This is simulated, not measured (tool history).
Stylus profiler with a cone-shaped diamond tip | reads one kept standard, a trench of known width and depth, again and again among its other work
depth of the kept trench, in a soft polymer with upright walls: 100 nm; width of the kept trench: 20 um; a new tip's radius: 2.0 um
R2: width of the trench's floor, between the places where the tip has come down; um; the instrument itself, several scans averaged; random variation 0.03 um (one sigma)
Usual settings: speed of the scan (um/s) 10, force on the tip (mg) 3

{"run": 1, "hour": 0.0, "speed of the scan (um/s)": 10, "force on the tip (mg)": 3, "depth of the trench (Å)": 1012.4, "R2": 18.36}
{"run": 2, "hour": 35.4, "speed of the scan (um/s)": 10, "force on the tip (mg)": 3, "depth of the trench (Å)": 1012.4, "R2": 18.38}
{"run": 3, "hour": 69.3, "speed of the scan (um/s)": 10, "force on the tip (mg)": 3, "depth of the trench (Å)": 1012.2, "R2": 18.34}
{"run": 4, "hour": 101.0, "speed of the scan (um/s)": 10, "force on the tip (mg)": 4.63, "depth of the trench (Å)": 1016.6, "R2": 18.35}
{"run": 5, "hour": 139.5, "speed of the scan (um/s)": 10, "force on the tip (mg)": 3, "depth of the trench (Å)": 1012.5, "R2": 18.34}
{"run": 6, "hour": 169.2, "speed of the scan (um/s)": 10, "force on the tip (mg)": 4.51, "depth of the trench (Å)": 1016.6, "R2": 18.29}
{"run": 7, "hour": 203.1, "speed of the scan (um/s)": 10, "force on the tip (mg)": 4.51, "depth of the trench (Å)": 1015.8, "R2": 18.34}
{"run": 8, "hour": 235.1, "speed of the scan (um/s)": 10, "force on the tip (mg)": 3, "depth of the trench (Å)": 1012.5, "R2": 18.41}
{"run": 9, "hour": 259.3, "speed of the scan (um/s)": 2, "force on the tip (mg)": 3, "depth of the trench (Å)": 1012.8, "R2": 18.32}
{"run": 10, "hour": 294.1, "speed of the scan (um/s)": 10, "force on the tip (mg)": 3, "depth of the trench (Å)": 1012.5, "R2": 18.31}
{"run": 11, "hour": 315.6, "speed of the scan (um/s)": 10, "force on the tip (mg)": 3, "depth of the trench (Å)": 1012.8, "R2": 18.29}
{"run": 12, "hour": 347.7, "speed of the scan (um/s)": 16, "force on the tip (mg)": 3, "depth of the trench (Å)": 1013.1, "R2": 18.24}
{"run": 13, "hour": 386.3, "speed of the scan (um/s)": 16, "force on the tip (mg)": 3, "depth of the trench (Å)": 1012.4, "R2": 18.24}
{"run": 14, "hour": 408.1, "speed of the scan (um/s)": 16, "force on the tip (mg)": 3, "depth of the trench (Å)": 1013.2, "R2": 18.26}
{"run": 15, "hour": 438.5, "speed of the scan (um/s)": 10, "force on the tip (mg)": 1.79, "depth of the trench (Å)": 1009.6, "R2": 18.26}
{"run": 16, "hour": 465.0, "speed of the scan (um/s)": 10, "force on the tip (mg)": 3, "depth of the trench (Å)": 1012.6, "R2": 18.21}
{"run": 17, "hour": 498.9, "speed of the scan (um/s)": 10, "force on the tip (mg)": 3, "depth of the trench (Å)": 1012.9, "R2": 18.28}
{"run": 18, "hour": 539.2, "speed of the scan (um/s)": 10, "force on the tip (mg)": 3, "depth of the trench (Å)": 1013.1, "R2": 18.2}
{"run": 19, "hour": 576.0, "speed of the scan (um/s)": 10, "force on the tip (mg)": 3, "depth of the trench (Å)": 1013.1, "R2": 18.18}
{"run": 20, "hour": 596.7, "speed of the scan (um/s)": 10, "force on the tip (mg)": 3, "depth of the trench (Å)": 1012.9, "R2": 18.2}
{"run": 21, "hour": 626.5, "speed of the scan (um/s)": 10, "force on the tip (mg)": 3, "depth of the trench (Å)": 1013.2, "R2": 18.16}
{"run": 22, "hour": 651.0, "speed of the scan (um/s)": 10, "force on the tip (mg)": 3, "depth of the trench (Å)": 1013.3, "R2": 18.18}
{"run": 23, "hour": 686.8, "speed of the scan (um/s)": 10, "force on the tip (mg)": 3, "depth of the trench (Å)": 1013.5, "R2": 18.2}
{"run": 24, "hour": 720.3, "speed of the scan (um/s)": 10, "force on the tip (mg)": 3, "depth of the trench (Å)": 1013.4, "R2": 18.19}
{"run": 25, "hour": 755.5, "speed of the scan (um/s)": 5, "force on the tip (mg)": 3.71, "depth of the trench (Å)": 1014.5, "R2": 18.16}
{"run": 26, "hour": 782.5, "speed of the scan (um/s)": 7, "force on the tip (mg)": 3.31, "depth of the trench (Å)": 1014.2, "R2": 18.12}
{"run": 27, "hour": 812.2, "speed of the scan (um/s)": 4, "force on the tip (mg)": 8, "depth of the trench (Å)": 1023.5, "R2": 18.18}
{"run": 28, "hour": 846.0, "speed of the scan (um/s)": 12, "force on the tip (mg)": 6.5, "depth of the trench (Å)": 1021.3, "R2": 18.15}
{"run": 29, "hour": 881.4, "speed of the scan (um/s)": 12, "force on the tip (mg)": 6.5, "depth of the trench (Å)": 1021, "R2": 18.13}
{"run": 30, "hour": 916.6, "speed of the scan (um/s)": 8, "force on the tip (mg)": 5.51, "depth of the trench (Å)": 1019, "R2": 18.11}
{"run": 31, "hour": 945.5, "speed of the scan (um/s)": 2, "force on the tip (mg)": 1.27, "depth of the trench (Å)": 1008.7, "R2": 18.09}
{"run": 32, "hour": 972.7, "speed of the scan (um/s)": 2, "force on the tip (mg)": 1.27, "depth of the trench (Å)": 1008.8, "R2": 18.1}
{"run": 33, "hour": 993.1, "speed of the scan (um/s)": 10, "force on the tip (mg)": 2.64, "depth of the trench (Å)": 1012.9, "R2": 18.1}
{"run": 34, "hour": 1017.0, "speed of the scan (um/s)": 28, "force on the tip (mg)": 3.74, "depth of the trench (Å)": 1015.3, "R2": 18}
{"run": 35, "hour": 1051.5, "speed of the scan (um/s)": 28, "force on the tip (mg)": 3.74, "depth of the trench (Å)": 1015.3, "R2": 18.07}
{"run": 36, "hour": 1078.8, "speed of the scan (um/s)": 10, "force on the tip (mg)": 4.35, "depth of the trench (Å)": 1016.5, "R2": 18.05}
{"run": 37, "hour": 1103.2, "speed of the scan (um/s)": 10, "force on the tip (mg)": 4.35, "depth of the trench (Å)": 1016.6, "R2": 18.05}
{"run": 38, "hour": 1137.9, "speed of the scan (um/s)": 10, "force on the tip (mg)": 1.04, "depth of the trench (Å)": 1008.1, "R2": 18.07}
{"run": 39, "hour": 1165.9, "speed of the scan (um/s)": 25, "force on the tip (mg)": 1.44, "depth of the trench (Å)": 1009.4, "R2": 17.96}
{"run": 40, "hour": 1190.6, "speed of the scan (um/s)": 5, "force on the tip (mg)": 1, "depth of the trench (Å)": 1007.6, "R2": 18.01}
{"run": 41, "hour": 1218.5, "speed of the scan (um/s)": 5, "force on the tip (mg)": 4.65, "depth of the trench (Å)": 1018.1, "R2": 18.05}
{"run": 42, "hour": 1236.6, "speed of the scan (um/s)": 18, "force on the tip (mg)": 3, "depth of the trench (Å)": 1013, "R2": 18.06}
{"run": 43, "hour": 1272.5, "speed of the scan (um/s)": 18, "force on the tip (mg)": 3, "depth of the trench (Å)": 1013.4, "R2": 18.02}
{"run": 44, "hour": 1303.0, "speed of the scan (um/s)": 32, "force on the tip (mg)": 3.43, "depth of the trench (Å)": 1014.7, "R2": 17.93}
{"run": 45, "hour": 1332.6, "speed of the scan (um/s)": 10, "force on the tip (mg)": 3.45, "depth of the trench (Å)": 1015, "R2": 17.99}
{"run": 46, "hour": 1367.4, "speed of the scan (um/s)": 7, "force on the tip (mg)": 1.52, "depth of the trench (Å)": 1010.1, "R2": 17.95}
{"hour": 1381.3, "done": "height scale calibrated on a step standard"}
{"run": 47, "hour": 1398.4, "speed of the scan (um/s)": 5, "force on the tip (mg)": 1.52, "depth of the trench (Å)": 1006.7, "R2": 17.99}

The same runs without the tool's hidden state, with the same run-to-run variation:
The hidden state here: radius of the tip, um; height scale over the true one, %; drift of the gauge itself on depth_nm, %; drift of the gauge itself on floor_um, %.
run=1 depth_of_the_trench_(Å)=1011.1 R2=18.71
run=2 depth_of_the_trench_(Å)=1011 R2=18.73
run=3 depth_of_the_trench_(Å)=1010.8 R2=18.71
run=4 depth_of_the_trench_(Å)=1015.2 R2=18.72
run=5 depth_of_the_trench_(Å)=1011 R2=18.73
run=6 depth_of_the_trench_(Å)=1015.2 R2=18.69
run=7 depth_of_the_trench_(Å)=1014.3 R2=18.75
run=8 depth_of_the_trench_(Å)=1010.9 R2=18.82
run=9 depth_of_the_trench_(Å)=1011.2 R2=18.74
run=10 depth_of_the_trench_(Å)=1010.9 R2=18.74
run=11 depth_of_the_trench_(Å)=1011.2 R2=18.73
run=12 depth_of_the_trench_(Å)=1011.5 R2=18.69
run=13 depth_of_the_trench_(Å)=1010.7 R2=18.7
run=14 depth_of_the_trench_(Å)=1011.5 R2=18.73
run=15 depth_of_the_trench_(Å)=1007.9 R2=18.74
run=16 depth_of_the_trench_(Å)=1010.8 R2=18.7
run=17 depth_of_the_trench_(Å)=1011.1 R2=18.77
run=18 depth_of_the_trench_(Å)=1011.2 R2=18.71
run=19 depth_of_the_trench_(Å)=1011.2 R2=18.7
run=20 depth_of_the_trench_(Å)=1011 R2=18.72
run=21 depth_of_the_trench_(Å)=1011.2 R2=18.7
run=22 depth_of_the_trench_(Å)=1011.3 R2=18.72
run=23 depth_of_the_trench_(Å)=1011.5 R2=18.75
run=24 depth_of_the_trench_(Å)=1011.4 R2=18.75
run=25 depth_of_the_trench_(Å)=1012.4 R2=18.73
run=26 depth_of_the_trench_(Å)=1012.1 R2=18.7
run=27 depth_of_the_trench_(Å)=1021.4 R2=18.77
run=28 depth_of_the_trench_(Å)=1019.1 R2=18.75
run=29 depth_of_the_trench_(Å)=1018.8 R2=18.74
run=30 depth_of_the_trench_(Å)=1016.7 R2=18.73
run=31 depth_of_the_trench_(Å)=1006.4 R2=18.72
run=32 depth_of_the_trench_(Å)=1006.5 R2=18.73
run=33 depth_of_the_trench_(Å)=1010.6 R2=18.73
run=34 depth_of_the_trench_(Å)=1013 R2=18.64
run=35 depth_of_the_trench_(Å)=1012.9 R2=18.72
run=36 depth_of_the_trench_(Å)=1014.1 R2=18.72
run=37 depth_of_the_trench_(Å)=1014.1 R2=18.71
run=38 depth_of_the_trench_(Å)=1005.6 R2=18.75
run=39 depth_of_the_trench_(Å)=1006.9 R2=18.64
run=40 depth_of_the_trench_(Å)=1005.1 R2=18.7
run=41 depth_of_the_trench_(Å)=1015.6 R2=18.75
run=42 depth_of_the_trench_(Å)=1010.4 R2=18.77
run=43 depth_of_the_trench_(Å)=1010.8 R2=18.74
run=44 depth_of_the_trench_(Å)=1012.1 R2=18.65
run=45 depth_of_the_trench_(Å)=1012.3 R2=18.72
run=46 depth_of_the_trench_(Å)=1007.4 R2=18.68
run=47 depth_of_the_trench_(Å)=1006.5 R2=18.73
